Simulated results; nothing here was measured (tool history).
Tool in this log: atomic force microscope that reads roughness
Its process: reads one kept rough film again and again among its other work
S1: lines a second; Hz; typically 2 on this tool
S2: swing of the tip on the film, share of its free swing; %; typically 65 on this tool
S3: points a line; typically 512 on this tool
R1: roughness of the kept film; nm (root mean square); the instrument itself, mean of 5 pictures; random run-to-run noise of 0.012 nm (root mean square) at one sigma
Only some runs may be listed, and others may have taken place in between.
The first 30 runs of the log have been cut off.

run,hour,S1,S2,S3,R1
31,547.3,0.63,61,613,2.776
32,569,0.63,61,613,2.71
# hour 573.1: new tip fitted
33,581.7,1.95,69,264,2.863
34,606,2.06,73,388,2.728
35,624.4,2.06,73,388,2.677
36,644.4,0.61,56,512,2.757
# hour 664.3: new tip fitted
37,664.3,1.45,70,278,2.924
38,684,1.45,70,278,2.828
39,696.1,1.45,70,278,2.784
40,718.5,1.73,58,313,2.76
41,733.4,3.21,89,479,2.267
42,744.6,2.24,55,961,2.684
# hour 755.6: new tip fitted
43,765.8,2,65,512,2.905
44,786,2.98,65,512,2.765
45,811.7,2.98,65,512,2.664
46,830,2.98,65,512,2.596
# hour 847.3: new tip fitted
47,854.1,2.98,67,512,2.833
48,874.7,2.98,67,512,2.743
49,895.7,2.98,67,512,2.683
50,920,2,78,698,2.542
# hour 938.4: new tip fitted
51,945.8,0.92,78,698,2.915
52,960,2,65,815,2.869

What if the next run were any one of these 3? Each begins from the tool's condition after run 52:
A,980.1,0.81,78,346,?
B,980.1,3.57,68,661,?
C,980.1,2.69,65,815,?

run,R1
A,2.807
B,2.662
C,2.753
With no hidden state in the tool, these same runs would have given:
run,R1
A,2.95
B,2.798
C,2.894
